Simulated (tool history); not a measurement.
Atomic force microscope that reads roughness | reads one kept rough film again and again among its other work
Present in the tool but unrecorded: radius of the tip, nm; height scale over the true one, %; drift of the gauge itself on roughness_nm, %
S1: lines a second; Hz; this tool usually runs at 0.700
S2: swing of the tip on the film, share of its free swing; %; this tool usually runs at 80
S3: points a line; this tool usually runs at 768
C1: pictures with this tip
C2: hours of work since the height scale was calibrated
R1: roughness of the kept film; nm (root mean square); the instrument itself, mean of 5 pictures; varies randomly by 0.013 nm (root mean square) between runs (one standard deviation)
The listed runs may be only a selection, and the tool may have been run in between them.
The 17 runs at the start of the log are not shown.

run,hour,S1,S2,S3,C1,C2,R1
# hour 752.2: height scale calibrated on a step standard, once more
18,781.6,0.700,80,1011,250,23,2.484
19,824.1,0.700,80,768,305,57,2.396
# hour 843.5: new tip fitted
20,851.2,0.700,58,915,10,78,3.036
21,915.3,0.550,58,343,92,129,2.839
22,943.7,0.744,58,806,128,152,2.777
23,975.1,0.744,58,806,169,177,2.751
24,1012.0,0.744,58,806,216,207,2.631
25,1057.3,0.744,58,806,274,243,2.510
26,1084.1,0.744,58,806,309,264,2.452
# hour 1099.4: new tip fitted
27,1138.4,2.120,75,370,50,307,2.736
28,1173.2,3.483,80,926,94,334,2.423
29,1212.6,3.483,80,926,145,366,2.315
30,1249.8,3.662,77,926,193,395,2.287
31,1301.9,1.725,59,926,260,437,2.482
# hour 1354.3: new tip fitted
32,1354.3,0.620,72,425,0,478,2.990
33,1403.2,3.036,80,778,63,517,2.530
34,1434.4,3.036,80,778,103,542,2.442
35,1493.8,3.036,80,778,179,589,2.325
36,1521.3,0.700,80,321,215,611,2.528
37,1583.2,2.844,70,533,294,660,2.283
# hour 1610.5: new tip fitted
38,1646.3,0.700,83,768,46,710,2.854

Each row is a separate what-if for the run after 38, all from the same tool condition, not one after another. Results?
A,1709.9,3.769,80,269,127,761,?
B,1709.9,1.104,85,547,127,761,?
C,1709.9,1.439,83,768,127,761,?
D,1709.9,1.275,68,292,127,761,?

run,R1
A,2.271
B,2.576
C,2.536
D,2.685
Without the tool's unlogged condition, the same runs would have read:
run,R1
A,2.530
B,2.872
C,2.827
D,2.992

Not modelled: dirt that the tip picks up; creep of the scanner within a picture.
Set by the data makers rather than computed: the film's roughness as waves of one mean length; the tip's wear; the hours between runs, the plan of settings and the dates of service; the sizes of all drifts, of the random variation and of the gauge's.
